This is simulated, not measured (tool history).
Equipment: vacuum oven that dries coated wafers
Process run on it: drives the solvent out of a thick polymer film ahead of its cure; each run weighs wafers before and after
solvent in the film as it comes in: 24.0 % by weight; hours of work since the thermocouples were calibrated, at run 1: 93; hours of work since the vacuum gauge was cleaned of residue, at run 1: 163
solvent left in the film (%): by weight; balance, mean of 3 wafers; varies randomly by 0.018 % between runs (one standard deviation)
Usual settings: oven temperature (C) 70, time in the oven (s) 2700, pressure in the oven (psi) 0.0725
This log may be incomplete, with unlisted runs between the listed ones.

run   hour  oven temperature (C)  time in the oven (s)  pressure in the oven (psi)  hours of work since the thermocouples were calibrated  hours of work since the vacuum gauge was cleaned of residue  solvent left in the film (%)
  1    0.0                    70                  2700                      0.0725                                                     93                                                          163                          1.10
  2    7.4                    70                  2700                      0.0725                                                     98                                                          167                          1.11
  3   16.6                    70                  2880                      0.0725                                                    104                                                          173                          0.95
  4   29.6                    70                  2880                      0.0905                                                    112                                                          182                          0.98
  5   41.6                    70                  2880                      0.0905                                                    120                                                          190                          0.96
  6   52.0                    70                  2880                      0.0905                                                    127                                                          197                          0.96
  7   60.0                    70                  3000                      0.0905                                                    132                                                          202                          0.89
  8   66.2                    70                  3000                      0.0905                                                    136                                                          206                          0.88
  9   78.8                    70                  3000                      0.0905                                                    145                                                          214                          0.89
 10   89.2                    70                  2700                      0.0725                                                    151                                                          221                          1.08
 11  101.3                    70                  2700                      0.0725                                                    159                                                          229                          1.09
 12  110.3                    70                  2700                      0.0725                                                    165                                                          235                          1.12
 13  119.9                    67                  2760                      0.1059                                                    172                                                          241                          1.80
 14  128.6                    70                  1440                      0.1637                                                    177                                                          247                          4.18
 15  135.7                    62                  1440                      0.1088                                                    182                                                          251                          7.73
 16  143.6                    80                  1500                      0.2122                                                    187                                                          257                          1.15
 17  152.2                    70                  2700                      0.0995                                                    193                                                          262                          1.13
 18  159.2                    82                  2700                      0.1285                                                    197                                                          267                          0.21
 19  172.0                    82                  2700                      0.0573                                                    206                                                          275                          0.12
 20  183.8                    76                  3840                      0.1091                                                    213                                                          283                          0.23
 21  195.2                    70                  2340                      0.0725                                                    221                                                          290                          1.59
 22  208.3                    79                  2340                      0.1141                                                    229                                                          299                          0.37

Each row is a separate what-if for the run after 22, all from the same tool condition, not one after another. Results?
  A  218.7                    60                  1860                      0.0474                                                    236                                                          306                             ?
  B  218.7                    58                  2340                      0.0548                                                    236                                                          306                             ?
  C  218.7                    73                  2340                      0.0982                                                    236                                                          306                             ?
  D  218.7                    79                  2100                      0.2184                                                    236                                                          306                             ?
  E  218.7                    73                  4080                      0.2506                                                    236                                                          306                             ?

run  solvent left in the film (%)
  A                          6.77
  B                          6.19
  C                          1.01
  D                          0.63
  E                          0.58
With no hidden state in the tool, these same runs would have given:
run  solvent left in the film (%)
  A                          6.77
  B                          6.19
  C                          1.01
  D                          0.63
  E                          0.58

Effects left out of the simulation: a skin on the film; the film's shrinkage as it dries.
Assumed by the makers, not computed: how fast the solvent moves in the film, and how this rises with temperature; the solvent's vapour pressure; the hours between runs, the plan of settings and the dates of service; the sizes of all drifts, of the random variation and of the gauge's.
